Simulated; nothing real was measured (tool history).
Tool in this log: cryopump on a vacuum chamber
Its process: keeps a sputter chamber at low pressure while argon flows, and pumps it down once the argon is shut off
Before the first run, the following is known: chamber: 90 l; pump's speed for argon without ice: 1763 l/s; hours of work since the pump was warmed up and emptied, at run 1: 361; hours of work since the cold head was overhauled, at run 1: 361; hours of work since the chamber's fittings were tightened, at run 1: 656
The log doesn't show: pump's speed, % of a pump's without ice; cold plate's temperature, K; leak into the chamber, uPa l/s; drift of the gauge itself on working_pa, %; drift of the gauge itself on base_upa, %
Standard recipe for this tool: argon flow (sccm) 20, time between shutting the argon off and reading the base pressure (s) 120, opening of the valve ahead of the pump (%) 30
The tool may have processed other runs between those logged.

run   hour  argon flow (sccm)  time between shutting the argon off and reading the base pressure (s)  opening of the valve ahead of the pump (%)  hours of work since the pump was warmed up and emptied  hours of work since the cold head was overhauled  hours of work since the chamber's fittings were tightened  pressure while argon flows (Pa)  pressure after the wait (uPa)
  1      0                 20                                                                    120                                          30                                                     361                                               361                                                        656                           0.0711                           0.93
  2   14.2                 20                                                                    217                                          30                                                     368                                               368                                                        663                           0.0723                           0.77
  3   34.1                 26                                                                    120                                          30                                                     378                                               378                                                        673                           0.0942                           0.98
  4   44.9                 26                                                                    120                                          30                                                     383                                               383                                                        678                           0.0939                           0.94
      53.3  -- pump warmed up, emptied and cooled again
  5   63.4                 26                                                                    120                                          30                                                       5                                               390                                                        685                           0.0839                           0.82
  6   76.6                 26                                                                    120                                          30                                                      12                                               396                                                        692                           0.0835                            0.8
  7   86.6                 20                                                                    120                                          30                                                      17                                               401                                                        697                           0.0641                           0.82
  8    106                 20                                                                    120                                          30                                                      26                                               411                                                        706                           0.0643                           0.81
  9  121.6                 20                                                                    120                                          30                                                      34                                               419                                                        714                           0.0641                           0.78
 10  137.2                 20                                                                    120                                          30                                                      42                                               427                                                        722                           0.0648                           0.85
 11  153.3                 20                                                                    120                                          30                                                      50                                               435                                                        730                           0.0656                           0.86
 12  172.5                 20                                                                     73                                          30                                                      59                                               444                                                        739                           0.0644                           1.14
 13  184.1                 20                                                                     73                                          30                                                      65                                               450                                                        745                           0.0656                           1.09
 14  201.2                 20                                                                     73                                          30                                                      73                                               458                                                        753                           0.0659                            1.1
 15  210.3                 20                                                                     73                                          30                                                      78                                               463                                                        758                           0.0654                            1.1
 16  220.2                 20                                                                     73                                          30                                                      83                                               468                                                        763                           0.0667                           1.14
 17  230.5                 20                                                                     73                                          30                                                      88                                               473                                                        768                           0.0655                           1.07
 18  251.1                 20                                                                     73                                          30                                                      98                                               483                                                        778                           0.0655                           1.09
 19  268.8                 20                                                                    120                                          16                                                     107                                               492                                                        787                           0.1209                           0.85
 20  279.4                 20                                                                    120                                          16                                                     112                                               497                                                        792                           0.1218                           0.87
 21  296.7                 11                                                                    120                                          16                                                     121                                               506                                                        801                            0.067                           0.86
 22  315.7                 31                                                                     23                                          16                                                     130                                               515                                                        810                           0.1893                           2.75
 23  336.5                 31                                                                     23                                          16                                                     141                                               526                                                        821                           0.1909                           2.75
 24  349.1                 24                                                                     23                                          16                                                     147                                               532                                                        827                           0.1465                           2.68
 25  363.5                 12                                                                    274                                          37                                                     154                                               539                                                        834                           0.0334                           0.65
 26  375.4                 18                                                                    274                                          37                                                     160                                               545                                                        840                           0.0497                           0.61
 27  388.4                 18                                                                    274                                          37                                                     166                                               551                                                        846                           0.0493                           0.61
 28  405.8                 18                                                                    274                                          37                                                     175                                               560                                                        855                           0.0498                           0.67
 29  422.1                 18                                                                    274                                          37                                                     183                                               568                                                        863                           0.0498                           0.67
 30  434.2                  8                                                                    274                                          18                                                     189                                               574                                                        869                           0.0435                           0.62
 31  449.8                  8                                                                    132                                          18                                                     197                                               582                                                        877                           0.0442                           0.86
 32  462.1                 11                                                                    104                                          41                                                     203                                               588                                                        883                           0.0275                           1.01
 33  472.7                 25                                                                     24                                          42                                                     208                                               593                                                        888                           0.0617                           2.72

How the hidden state differs across the entries between the runs, from the last listed run before each to the first after it:
Between runs 4 and 5: pump warmed up, emptied and cooled again (hour 53.3)
  pump's speed, % of a pump's without ice: 69.6 -> 98.6; leak into the chamber, uPa l/s: 613 -> 615
  difference, measured minus the result without the unlogged condition, pressure while argon flows (Pa): +0.0111 -> +0.0005; pressure after the wait (uPa): +0.32 -> +0.19
